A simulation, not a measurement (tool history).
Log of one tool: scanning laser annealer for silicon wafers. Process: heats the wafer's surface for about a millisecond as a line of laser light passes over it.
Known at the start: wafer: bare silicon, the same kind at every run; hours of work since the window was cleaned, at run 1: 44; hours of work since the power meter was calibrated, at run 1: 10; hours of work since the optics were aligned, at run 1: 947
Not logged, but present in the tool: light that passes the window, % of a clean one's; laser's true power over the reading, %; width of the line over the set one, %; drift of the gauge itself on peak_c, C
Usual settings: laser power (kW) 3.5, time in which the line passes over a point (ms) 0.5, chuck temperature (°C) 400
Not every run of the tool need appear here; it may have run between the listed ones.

run   hour  laser power (kW)  time in which the line passes over a point (ms)  chuck temperature (°C)  hours of work since the window was cleaned  hours of work since the power meter was calibrated  hours of work since the optics were aligned  highest temperature of the surface (°C)
  1      0               3.5                                              0.5                     400                                          44                                                  10                                          947                                     1101
  2   13.9               3.5                                              0.5                     400                                          52                                                  18                                          955                                     1101
  3   31.1               3.5                                              0.5                     400                                          61                                                  28                                          965                                     1097
  4   39.4               3.5                                              0.5                     400                                          66                                                  33                                          969                                     1102
  5   54.7               3.5                                              0.5                     400                                          75                                                  42                                          978                                     1097
  6   66.1               3.5                                              0.5                     400                                          81                                                  48                                          985                                     1098
  7     84               3.5                                              0.5                     400                                          92                                                  58                                          995                                     1097
  8   93.8               3.5                                              0.5                     400                                          97                                                  64                                         1000                                     1094
  9  107.2              3.71                                              0.5                     400                                         105                                                  72                                         1008                                     1145
 10  117.9               3.5                                            0.447                     400                                         111                                                  78                                         1014                                     1054
     122.2  -- laser's power meter calibrated
 11  140.1               3.5                                              0.5                     400                                         122                                                  10                                         1025                                     1093
 12  151.4               3.5                                              0.5                     400                                         128                                                  17                                         1032                                     1094
 13  165.9               3.5                                              0.5                     400                                         137                                                  25                                         1040                                     1091
 14  177.6             3.676                                            0.566                     400                                         143                                                  32                                         1047                                     1185
     188.9  -- laser's power meter calibrated, once more
 15  197.1               3.5                                            0.506                     388                                         153                                                   5                                         1056                                     1087
 16  208.5               3.5                                            0.401                     430                                         159                                                  11                                         1063                                     1041
 17  217.6             3.112                                            0.356                     400                                         164                                                  16                                         1068                                      896
 18  228.6             3.041                                            0.356                     408                                         171                                                  23                                         1074                                      888
 19  244.5             3.041                                            0.356                     398                                         180                                                  32                                         1083                                      877
 20  263.3             3.449                                            0.356                     428                                         191                                                  42                                         1094                                      984
 21  282.6               3.5                                            0.558                     380                                         202                                                  54                                         1105                                     1113
 22    293             3.606                                            0.376                     380                                         207                                                  59                                         1111                                      982
 23  308.5             3.239                                            0.399                     400                                         216                                                  68                                         1120                                      950
 24  327.1             3.239                                            0.399                     400                                         227                                                  79                                         1130                                      949
 25  342.7               3.5                                              0.5                     408                                         236                                                  88                                         1139                                     1095
 26  355.5               3.5                                              0.5                     408                                         243                                                  95                                         1146                                     1093

Measured less the same run without the tool's hidden state. The same run-to-run variation is in both; the gauge's scatter may not be:
run  highest temperature of the surface (°C)
  1                                      -11
  2                                      -12
  3                                      -12
  4                                      -13
  5                                      -13
  6                                      -14
  7                                      -15
  8                                      -16
  9                                      -17
 10                                      -15
 11                                      -18
 12                                      -19
 13                                      -19
 14                                      -22
 15                                      -19
 16                                      -16
 17                                      -14
 18                                      -14
 19                                      -15
 20                                      -17
 21                                      -24
 22                                      -20
 23                                      -19
 24                                      -19
 25                                      -25
 26                                      -26

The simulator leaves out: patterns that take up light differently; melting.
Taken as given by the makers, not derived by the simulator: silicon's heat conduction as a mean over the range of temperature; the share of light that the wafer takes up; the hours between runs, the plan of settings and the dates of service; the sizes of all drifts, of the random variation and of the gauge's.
